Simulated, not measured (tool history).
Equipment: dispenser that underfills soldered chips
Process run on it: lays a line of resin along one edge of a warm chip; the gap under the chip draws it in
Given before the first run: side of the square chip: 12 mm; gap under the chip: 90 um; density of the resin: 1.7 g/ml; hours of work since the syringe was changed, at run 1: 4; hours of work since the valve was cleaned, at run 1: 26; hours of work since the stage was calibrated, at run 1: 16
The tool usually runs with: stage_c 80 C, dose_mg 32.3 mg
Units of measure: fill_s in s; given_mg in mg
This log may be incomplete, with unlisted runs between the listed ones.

run,hour,stage_c,dose_mg,hours of work since the syringe was changed,hours of work since the valve was cleaned,hours of work since the stage was calibrated,fill_s,given_mg
1,0.0,80,32.3,4,26,16,56.8,31.33
# hour 5.0: new syringe of resin
2,5.2,80,32.3,0,29,19,42.5,31.32
# hour 15.3: new syringe of resin
3,15.5,80,32.3,0,36,26,42.0,31.01
# hour 25.5: new syringe of resin
4,26.5,80,32.3,1,44,34,43.4,31.08
5,34.3,80,32.3,6,49,39,65.8,31.09
# hour 36.1: new syringe of resin
6,39.7,80,32.3,2,53,43,51.0,30.70
# hour 46.3: new syringe of resin
7,47.0,80,41.0,0,58,47,42.2,38.95
# hour 56.8: new syringe of resin
8,56.8,80,32.3,0,64,54,41.0,30.09
9,63.6,80,32.3,5,69,59,61.7,30.72
# hour 67.3: new syringe of resin
10,70.1,80,32.3,2,73,63,49.7,30.35
# hour 77.5: new syringe of resin
11,79.3,80,32.5,1,79,69,46.6,30.33
12,83.8,80,38.5,4,83,72,58.1,35.76
# hour 87.7: new syringe of resin
13,91.9,80,31.8,3,88,78,52.3,29.51
# hour 98.2: new syringe of resin
14,101.6,80,31.8,2,94,84,51.1,29.07
# hour 108.5: new syringe of resin
15,108.6,80,31.8,0,99,89,42.2,29.06
16,114.4,80,32.3,4,103,93,58.5,29.23
# hour 118.8: new syringe of resin
17,121.8,80,30.2,2,108,98,51.8,27.45
# hour 129.2: new syringe of resin
# hour 132.3: dispensing valve cleaned and set on the balance
18,132.6,68,38.1,2,0,105,76.0,38.06
# hour 140.3: new syringe of resin
19,140.3,68,38.1,0,5,110,67.8,37.97
20,148.3,71,31.4,6,11,115,94.4,30.90
# hour 150.5: new syringe of resin
21,158.3,71,31.4,5,18,122,93.8,30.99
# hour 161.0: new syringe of resin
22,164.9,71,31.4,3,22,126,75.9,30.96
# hour 171.6: new syringe of resin
23,175.7,94,28.1,3,29,134,31.2,27.39
# hour 181.7: new syringe of resin
24,182.7,94,28.1,1,34,138,27.5,27.49
25,189.1,86,36.8,5,38,143,48.0,35.94
# hour 192.1: new syringe of resin
26,199.9,83,32.6,5,46,150,57.2,31.36
# hour 202.7: new syringe of resin
27,208.5,83,32.6,4,51,156,53.3,31.16
# hour 213.5: new syringe of resin
28,214.1,80,30.2,0,55,160,44.0,28.81
29,220.5,65,32.3,5,60,164,118.4,30.86
# hour 223.9: new syringe of resin
30,230.2,69,28.8,4,66,171,96.8,27.48
# hour 234.2: new syringe of resin
31,241.3,69,28.8,5,74,178,104.7,27.13
# hour 244.3: new syringe of resin
32,248.0,69,28.8,3,78,183,86.8,27.13
# hour 254.4: new syringe of resin
33,258.0,90,35.9,2,85,189,34.7,33.64
# hour 264.8: new syringe of resin
34,269.2,80,36.7,3,92,197,53.5,34.04

Each row is a separate what-if for the run after 34, all from the same tool condition, not one after another. Results?
# hour 275.0: new syringe of resin
A,279.9,85,36.7,3,100,204,?,?
# hour 275.0: new syringe of resin
B,279.9,76,40.4,3,100,204,?,?
# hour 275.0: new syringe of resin
C,279.9,77,30.0,3,100,204,?,?
# hour 275.0: new syringe of resin
D,279.9,83,32.6,3,100,204,?,?
# hour 275.0: new syringe of resin
E,279.9,84,32.4,3,100,204,?,?

run,fill_s,given_mg
A,45.6,33.59
B,63.6,37.19
C,64.1,27.69
D,50.0,30.13
E,47.7,29.64
What these runs would have given with no unlogged condition in the tool:
run,fill_s,given_mg
A,34.0,36.49
B,47.4,40.40
C,46.6,30.08
D,36.9,32.72
E,35.3,32.21

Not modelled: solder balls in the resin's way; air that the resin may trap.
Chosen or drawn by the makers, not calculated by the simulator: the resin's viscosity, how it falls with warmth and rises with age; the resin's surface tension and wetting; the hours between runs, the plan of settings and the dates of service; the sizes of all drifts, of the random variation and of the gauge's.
